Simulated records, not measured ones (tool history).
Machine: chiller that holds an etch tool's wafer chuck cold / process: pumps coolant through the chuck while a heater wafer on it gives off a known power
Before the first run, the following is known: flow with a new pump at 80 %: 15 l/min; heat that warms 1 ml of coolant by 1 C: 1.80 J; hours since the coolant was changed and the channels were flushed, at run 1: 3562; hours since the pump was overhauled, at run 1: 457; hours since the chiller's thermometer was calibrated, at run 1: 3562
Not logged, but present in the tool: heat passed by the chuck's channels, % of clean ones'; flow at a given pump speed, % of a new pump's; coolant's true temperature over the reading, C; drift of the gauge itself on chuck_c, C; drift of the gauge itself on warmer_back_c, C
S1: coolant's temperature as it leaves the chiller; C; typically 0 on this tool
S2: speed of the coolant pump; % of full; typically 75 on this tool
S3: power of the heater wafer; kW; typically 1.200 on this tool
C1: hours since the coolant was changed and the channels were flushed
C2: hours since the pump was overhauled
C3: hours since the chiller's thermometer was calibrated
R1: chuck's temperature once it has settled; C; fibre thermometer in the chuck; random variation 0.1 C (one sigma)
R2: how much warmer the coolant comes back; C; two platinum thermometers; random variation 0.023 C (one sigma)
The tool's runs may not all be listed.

| run | hour | S1 | S2 | S3 | C1 | C2 | C3 | R1 | R2 |
|---|---|---|---|---|---|---|---|---|---|
| 1 | 0.0 | 0 | 75 | 1.200 | 3562 | 457 | 3562 | 10.3 | 2.87 |
| 2 | 22.7 | 0 | 75 | 1.200 | 3585 | 479 | 3585 | 10.1 | 2.88 |
| 3 | 51.0 | 0 | 61 | 1.200 | 3613 | 508 | 3613 | 11.7 | 3.60 |
|  | 87.9 | chiller's thermometer calibrated |
| 4 | 104.6 | 0 | 61 | 1.200 | 3666 | 560 | 17 | 11.5 | 3.65 |
| 5 | 154.2 | 0 | 61 | 1.200 | 3715 | 610 | 66 | 11.7 | 3.55 |
| 6 | 194.9 | 2 | 82 | 1.200 | 3756 | 650 | 107 | 11.5 | 2.59 |
| 7 | 247.4 | 2 | 82 | 1.487 | 3808 | 703 | 159 | 13.9 | 3.18 |
| 8 | 284.2 | 2 | 82 | 1.487 | 3845 | 740 | 196 | 13.8 | 3.19 |
| 9 | 305.6 | -5 | 71 | 1.609 | 3866 | 761 | 218 | 9.2 | 4.09 |
| 10 | 353.3 | -1 | 83 | 1.200 | 3914 | 809 | 265 | 8.4 | 2.59 |

Below are 3 alternative next runs, each starting from the tool's condition after run 10. Predict each:
| A | 376.6 | 0 | 75 | 1.028 | 3938 | 832 | 289 | ? | ? |
| B | 376.6 | 2 | 83 | 0.636 | 3938 | 832 | 289 | ? | ? |
| C | 376.6 | 8 | 83 | 0.678 | 3938 | 832 | 289 | ? | ? |

| run | R1 | R2 |
|---|---|---|
| A | 8.4 | 2.48 |
| B | 7.0 | 1.35 |
| C | 13.4 | 1.42 |
The same runs, with their run-to-run variation unchanged, on a tool lacking any hidden condition would have given:
| run | R1 | R2 |
|---|---|---|
| A | 8.4 | 2.48 |
| B | 7.0 | 1.35 |
| C | 13.4 | 1.42 |
